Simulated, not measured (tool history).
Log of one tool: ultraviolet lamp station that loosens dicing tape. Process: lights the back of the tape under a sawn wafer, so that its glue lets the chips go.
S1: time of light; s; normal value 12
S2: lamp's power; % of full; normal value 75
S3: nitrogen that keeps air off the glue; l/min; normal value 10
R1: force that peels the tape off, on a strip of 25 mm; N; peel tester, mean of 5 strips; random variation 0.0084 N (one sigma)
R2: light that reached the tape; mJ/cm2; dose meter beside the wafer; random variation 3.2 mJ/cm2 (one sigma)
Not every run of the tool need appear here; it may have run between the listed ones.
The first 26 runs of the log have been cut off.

run 27 hour=224.6 | S1=6 S2=66 S3=7 | R1=1.419 R2=198
run 28 hour=234.7 | S1=14 S2=92 S3=16 | R1=0.152 R2=633
run 29 hour=243.3 | S1=14 S2=92 S3=16 | R1=0.156 R2=632
run 30 hour=250.2 | S1=8 S2=92 S3=16 | R1=0.45 R2=356
run 31 hour=257.8 | S1=11 S2=75 S3=3 | R1=1.045 R2=402
run 32 hour=267.3 | S1=17 S2=76 S3=7 | R1=0.285 R2=630
run 33 hour=276.5 | S1=11 S2=78 S3=4 | R1=0.863 R2=407
run 34 hour=285.1 | S1=13 S2=94 S3=8 | R1=0.277 R2=588
run 35 hour=293.9 | S1=7 S2=63 S3=10 | R1=1.125 R2=209
run 36 hour=303.8 | S1=7 S2=63 S3=4 | R1=1.637 R2=207
run 37 hour=314.7 | S1=7 S2=63 S3=4 | R1=1.65 R2=211
run 38 hour=325.2 | S1=7 S2=63 S3=4 | R1=1.63 R2=204
run 39 hour=333.1 | S1=7 S2=63 S3=10 | R1=1.122 R2=207
run 40 hour=344.3 | S1=11 S2=63 S3=8 | R1=0.769 R2=319
run 41 hour=350.4 | S1=11 S2=63 S3=8 | R1=0.812 R2=323
run 42 hour=359.4 | S1=7 S2=98 S3=3 | R1=1.252 R2=316
run 43 hour=369.5 | S1=7 S2=74 S3=13 | R1=0.887 R2=236

Predict each of these 4 candidate next runs independently; none follows another, all start after run 43:
run A hour=377.6 | S1=13 S2=70 S3=19 | R1=? R2=?
run B hour=377.6 | S1=12 S2=96 S3=14 | R1=? R2=?
run C hour=377.6 | S1=13 S2=81 S3=10 | R1=? R2=?
run D hour=377.6 | S1=7 S2=84 S3=4 | R1=? R2=?

run=A R1=0.305 R2=415
run=B R1=0.228 R2=526
run=C R1=0.348 R2=487
run=D R1=1.313 R2=272
Take away the tool's hidden state, keep each run's random variation, and the runs would have read:
run=A R1=0.212 R2=500
run=B R1=0.161 R2=633
run=C R1=0.242 R2=586
run=D R1=1.104 R2=328
